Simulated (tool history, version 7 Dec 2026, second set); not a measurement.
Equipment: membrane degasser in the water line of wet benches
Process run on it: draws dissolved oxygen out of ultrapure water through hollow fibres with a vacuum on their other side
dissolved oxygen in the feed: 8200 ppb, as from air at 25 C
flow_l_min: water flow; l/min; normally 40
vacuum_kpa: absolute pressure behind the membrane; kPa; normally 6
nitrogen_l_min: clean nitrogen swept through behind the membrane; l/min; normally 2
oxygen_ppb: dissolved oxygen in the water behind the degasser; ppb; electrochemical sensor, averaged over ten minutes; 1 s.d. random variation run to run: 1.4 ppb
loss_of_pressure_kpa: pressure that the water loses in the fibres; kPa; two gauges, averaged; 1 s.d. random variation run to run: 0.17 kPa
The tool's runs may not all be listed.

Run 1, hour 0: usual settings. Result: oxygen_ppb 149.7 ppb, loss_of_pressure_kpa 31.49 kPa.
Run 2, hour 94.3: usual settings. Result: oxygen_ppb 149.8 ppb, loss_of_pressure_kpa 31.56 kPa.
Run 3, hour 209.5: usual settings. Result: oxygen_ppb 155.5 ppb, loss_of_pressure_kpa 31.5 kPa.
Run 4, hour 365.9: usual settings. Result: oxygen_ppb 152 ppb, loss_of_pressure_kpa 31.48 kPa.
Run 5, hour 496.4: usual settings but vacuum_kpa 8.61 kPa. Result: oxygen_ppb 263.6 ppb, loss_of_pressure_kpa 31.74 kPa.
Run 6, hour 674.3: usual settings but vacuum_kpa 9.55 kPa. Result: oxygen_ppb 303.3 ppb, loss_of_pressure_kpa 31.75 kPa.
At hour 845.1: vacuum gauge calibrated.
Run 7, hour 845.1: usual settings but vacuum_kpa 12.5 kPa. Result: oxygen_ppb 433.2 ppb, loss_of_pressure_kpa 32.02 kPa.
Run 8, hour 978: usual settings but vacuum_kpa 12.5 kPa. Result: oxygen_ppb 428.5 ppb, loss_of_pressure_kpa 31.75 kPa.
Run 9, hour 1068.5: usual settings. Result: oxygen_ppb 160.9 ppb, loss_of_pressure_kpa 32.09 kPa.
Run 10, hour 1172.8: usual settings. Result: oxygen_ppb 159.3 ppb, loss_of_pressure_kpa 31.93 kPa.
Run 11, hour 1263.1: usual settings. Result: oxygen_ppb 161.9 ppb, loss_of_pressure_kpa 31.88 kPa.
At hour 1278.1: vacuum gauge calibrated, once more.
Run 12, hour 1424.3: usual settings. Result: oxygen_ppb 142.7 ppb, loss_of_pressure_kpa 31.72 kPa.
Run 13, hour 1627.3: usual settings. Result: oxygen_ppb 145.6 ppb, loss_of_pressure_kpa 31.89 kPa.
Run 14, hour 1745.5: usual settings. Result: oxygen_ppb 146.9 ppb, loss_of_pressure_kpa 32.28 kPa.
Run 15, hour 1897.4: usual settings. Result: oxygen_ppb 148.6 ppb, loss_of_pressure_kpa 32.31 kPa.
Run 16, hour 2043.9: usual settings but nitrogen_l_min 2.51 l/min. Result: oxygen_ppb 126.7 ppb, loss_of_pressure_kpa 32.08 kPa.
Run 17, hour 2153.3: usual settings but nitrogen_l_min 2.51 l/min. Result: oxygen_ppb 125.2 ppb, loss_of_pressure_kpa 32.74 kPa.
Run 18, hour 2286.7: usual settings but flow_l_min 30 l/min, vacuum_kpa 12.94 kPa, nitrogen_l_min 4.79 l/min. Result: oxygen_ppb 154.5 ppb, loss_of_pressure_kpa 24.21 kPa.
Run 19, hour 2403: usual settings but vacuum_kpa 4.07 kPa, nitrogen_l_min 1.76 l/min. Result: oxygen_ppb 71.8 ppb, loss_of_pressure_kpa 32.24 kPa.
Run 20, hour 2590.6: usual settings but vacuum_kpa 5.92 kPa, nitrogen_l_min 2.13 l/min. Result: oxygen_ppb 141.9 ppb, loss_of_pressure_kpa 32.31 kPa.
Run 21, hour 2752.2: usual settings but vacuum_kpa 9.32 kPa, nitrogen_l_min 2.58 l/min. Result: oxygen_ppb 239.8 ppb, loss_of_pressure_kpa 32.53 kPa.
Run 22, hour 2917.5: usual settings but flow_l_min 39 l/min. Result: oxygen_ppb 147 ppb, loss_of_pressure_kpa 31.97 kPa.
Run 23, hour 3039.6: usual settings but flow_l_min 25 l/min, vacuum_kpa 6.5 kPa, nitrogen_l_min 4.34 l/min. Result: oxygen_ppb 48.8 ppb, loss_of_pressure_kpa 20.34 kPa.
Run 24, hour 3136.9: usual settings but flow_l_min 25 l/min, vacuum_kpa 6.5 kPa, nitrogen_l_min 4.34 l/min. Result: oxygen_ppb 50.3 ppb, loss_of_pressure_kpa 20.74 kPa.
Run 25, hour 3292.5: usual settings but flow_l_min 34 l/min, vacuum_kpa 6.09 kPa, nitrogen_l_min 1.68 l/min. Result: oxygen_ppb 145.3 ppb, loss_of_pressure_kpa 27.8 kPa.
Run 26, hour 3440.9: usual settings but flow_l_min 34 l/min, vacuum_kpa 6.09 kPa, nitrogen_l_min 1.68 l/min. Result: oxygen_ppb 148 ppb, loss_of_pressure_kpa 27.57 kPa.
Run 27, hour 3528.2: usual settings but flow_l_min 34 l/min, vacuum_kpa 6.09 kPa, nitrogen_l_min 1.68 l/min. Result: oxygen_ppb 148.3 ppb, loss_of_pressure_kpa 28.08 kPa.
Run 28, hour 3674.7: usual settings but flow_l_min 39 l/min, vacuum_kpa 6.09 kPa, nitrogen_l_min 3.59 l/min. Result: oxygen_ppb 102.4 ppb, loss_of_pressure_kpa 32.13 kPa.
Run 29, hour 3817.6: usual settings but vacuum_kpa 13.71 kPa, nitrogen_l_min 2.97 l/min. Result: oxygen_ppb 342.8 ppb, loss_of_pressure_kpa 32.9 kPa.
Run 30, hour 4032.8: usual settings but vacuum_kpa 13.71 kPa, nitrogen_l_min 2.97 l/min. Result: oxygen_ppb 352.7 ppb, loss_of_pressure_kpa 32.73 kPa.
Run 31, hour 4220.5: usual settings but vacuum_kpa 13.71 kPa, nitrogen_l_min 2.97 l/min. Result: oxygen_ppb 354 ppb, loss_of_pressure_kpa 33.4 kPa.
Run 32, hour 4351.9: usual settings but flow_l_min 44 l/min, nitrogen_l_min 1.05 l/min. Result: oxygen_ppb 289.2 ppb, loss_of_pressure_kpa 36.51 kPa.

Below are 4 alternative next runs, each starting from the tool's condition after run 32. Predict each:
Run A, hour 4479.9: usual settings but nitrogen_l_min 3.62 l/min. Result: oxygen_ppb ?, loss_of_pressure_kpa ?.
Run B, hour 4479.9: usual settings but flow_l_min 42 l/min, vacuum_kpa 11.06 kPa, nitrogen_l_min 3.24 l/min. Result: oxygen_ppb ?, loss_of_pressure_kpa ?.
Run C, hour 4479.9: usual settings but flow_l_min 25 l/min, nitrogen_l_min 1.76 l/min. Result: oxygen_ppb ?, loss_of_pressure_kpa ?.
Run D, hour 4479.9: usual settings but flow_l_min 62 l/min, nitrogen_l_min 0.92 l/min. Result: oxygen_ppb ?, loss_of_pressure_kpa ?.

run  oxygen_ppb  loss_of_pressure_kpa
  A         108                 33.63
  B       272.8                 35.12
  C       101.3                 20.81
  D       509.9                 51.79
Without the tool's hidden state the same runs would have given:
run  oxygen_ppb  loss_of_pressure_kpa
  A        85.4                 29.52
  B         246                 30.82
  C        90.8                 18.26
  D       414.3                 45.41
